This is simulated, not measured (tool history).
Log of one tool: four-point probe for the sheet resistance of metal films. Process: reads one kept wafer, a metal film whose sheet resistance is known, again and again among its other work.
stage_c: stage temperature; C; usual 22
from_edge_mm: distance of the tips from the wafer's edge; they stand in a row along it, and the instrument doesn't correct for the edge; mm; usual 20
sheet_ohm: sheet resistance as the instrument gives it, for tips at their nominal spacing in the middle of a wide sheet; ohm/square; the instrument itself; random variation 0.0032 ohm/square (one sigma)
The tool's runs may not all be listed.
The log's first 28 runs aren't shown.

| run | hour | stage_c | from_edge_mm | touches since the probe head was changed | hours of work since the stage's thermometer was calibrated | sheet_ohm |
|---|---|---|---|---|---|---|
| 29 | 510.6 | 32 | 31 | 9975 | 81 | 15.781366 |
| 30 | 530.5 | 19 | 11 | 10243 | 90 | 15.752394 |
| 31 | 550.7 | 30 | 4 | 10515 | 100 | 15.905259 |
| 32 | 566.3 | 23 | 4 | 10725 | 107 | 15.883903 |
| 33 | 577.9 | 26 | 4 | 10880 | 113 | 15.891978 |
| 34 | 600.8 | 20 | 45 | 11188 | 123 | 15.735096 |
| 35 | 618.1 | 32 | 8 | 11421 | 132 | 15.813508 |
| 36 | 629 | 19 | 8 | 11568 | 137 | 15.76605 |
| 37 | 641.5 | 35 | 32 | 11735 | 143 | 15.792863 |
| 38 | 666.7 | 28 | 22 | 12074 | 154 | 15.769037 |
| 39 | 684.6 | 28 | 22 | 12315 | 163 | 15.767364 |
| 40 | 704.5 | 21 | 52 | 12581 | 172 | 15.743047 |
| 41 | 727 | 21 | 7 | 12885 | 183 | 15.780972 |
| 42 | 745.5 | 29 | 16 | 13133 | 191 | 15.780911 |

The next listed run, before its measurement:
| 43 | 770 | 29 | 16 | 13463 | 203 | ? |

sheet_ohm: 15.774805 ohm/square
Without the tool's hidden state the same run would have given sheet_ohm 15.784668 ohm/square.
